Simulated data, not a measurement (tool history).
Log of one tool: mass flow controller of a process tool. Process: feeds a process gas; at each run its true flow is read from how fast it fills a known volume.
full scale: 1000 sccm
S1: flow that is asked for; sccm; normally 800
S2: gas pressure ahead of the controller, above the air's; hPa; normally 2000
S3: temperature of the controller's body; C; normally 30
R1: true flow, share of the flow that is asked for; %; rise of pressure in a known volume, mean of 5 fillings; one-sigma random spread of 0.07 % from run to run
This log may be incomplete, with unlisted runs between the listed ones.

run	hour	S1	S2	S3	R1
1	0.0	800	2000	30	99.03
2	149.5	800	2160	30	98.95
3	252.5	800	2160	30	98.92
4	376.1	800	2160	30	98.96
5	497.7	800	2160	30	98.93
6	635.2	800	2160	30	98.90
7	712.7	800	2090	30	98.82
8	822.1	800	2260	30	98.79
9	960.4	800	2260	30	98.77
10	1102.1	132	1920	30	96.50
11	1247.8	318	1900	24	98.25
12	1380.9	972	2240	30	99.09
13	1498.0	403	2070	30	97.79
14	1663.8	620	2750	38	97.16
15	1763.9	115	1460	31	96.24

Branching from run 15: 4 alternative next runs. What would each branch give?
A	1936.5	800	1480	39	?
B	1936.5	616	1620	30	?
C	1936.5	800	1400	30	?
D	1936.5	606	1610	29	?

run	R1
A	98.15
B	98.53
C	99.09
D	98.75
Stripped of hidden state, with their random variation kept, the same runs would have yielded:
run	R1
A	98.47
B	98.92
C	99.41
D	99.15

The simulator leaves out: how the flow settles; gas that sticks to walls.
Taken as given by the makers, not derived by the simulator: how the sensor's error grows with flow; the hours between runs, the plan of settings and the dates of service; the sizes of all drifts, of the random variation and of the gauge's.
